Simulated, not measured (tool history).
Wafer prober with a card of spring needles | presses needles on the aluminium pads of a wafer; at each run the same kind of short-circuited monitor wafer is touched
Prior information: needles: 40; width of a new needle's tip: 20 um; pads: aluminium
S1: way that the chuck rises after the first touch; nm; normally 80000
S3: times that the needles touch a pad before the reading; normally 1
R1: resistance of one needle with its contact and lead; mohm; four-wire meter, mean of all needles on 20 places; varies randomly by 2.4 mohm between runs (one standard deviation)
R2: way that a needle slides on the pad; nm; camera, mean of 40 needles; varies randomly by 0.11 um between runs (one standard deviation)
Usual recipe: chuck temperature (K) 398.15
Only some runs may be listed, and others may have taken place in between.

Run 1, hour 0.0: usual settings. Result: R1 312 mohm, R2 10900 nm.
At hour 0.9: tips cleaned on abrasive film.
Run 2, hour 5.5: usual settings but chuck temperature (K) 311.15. Result: R1 273 mohm, R2 10740 nm.
At hour 11.5: tips cleaned on abrasive film.
Run 3, hour 14.8: usual settings. Result: R1 285 mohm, R2 10890 nm.
Run 4, hour 19.2: usual settings. Result: R1 297 mohm, R2 10680 nm.
At hour 22.0: tips cleaned on abrasive film.
Run 5, hour 24.8: usual settings. Result: R1 284 mohm, R2 10870 nm.
Run 6, hour 30.7: usual settings. Result: R1 305 mohm, R2 10790 nm.
At hour 32.2: tips cleaned on abrasive film.
Run 7, hour 37.3: usual settings. Result: R1 290 mohm, R2 10880 nm.
At hour 42.5: tips cleaned on abrasive film.
Run 8, hour 46.6: usual settings but S1 70000 nm, chuck temperature (K) 377.15. Result: R1 296 mohm, R2 9340 nm.
At hour 52.8: tips cleaned on abrasive film.
Run 9, hour 53.5: usual settings but S1 73000 nm, chuck temperature (K) 324.15, S3 2. Result: R1 254 mohm, R2 9650 nm.
Run 10, hour 61.7: usual settings but S1 84000 nm. Result: R1 299 mohm, R2 11350 nm.
At hour 62.9: tips cleaned on abrasive film.
Run 11, hour 70.2: usual settings but S1 69000 nm, chuck temperature (K) 356.15. Result: R1 298 mohm, R2 9250 nm.
At hour 73.5: tips cleaned on abrasive film.
Run 12, hour 74.3: usual settings but S1 78000 nm, S3 3. Result: R1 276 mohm, R2 10600 nm.

Results for each run, recomputed without the tool's hidden state and with each run's random variation untouched:
The hidden state here: debris on the tips, nm; way that the needles fall short of the set height, um; tips' diameter, um; drift of the gauge itself on contact_mohm, %; drift of the gauge itself on scrub_um, %.
run   R1     R2
  1  277  11100
  2  252  10940
  3  273  11110
  4  272  10890
  5  272  11090
  6  277  11010
  7  271  11110
  8  272   9580
  9  250   9900
 10  273  11600
 11  262   9510
 12  273  10870
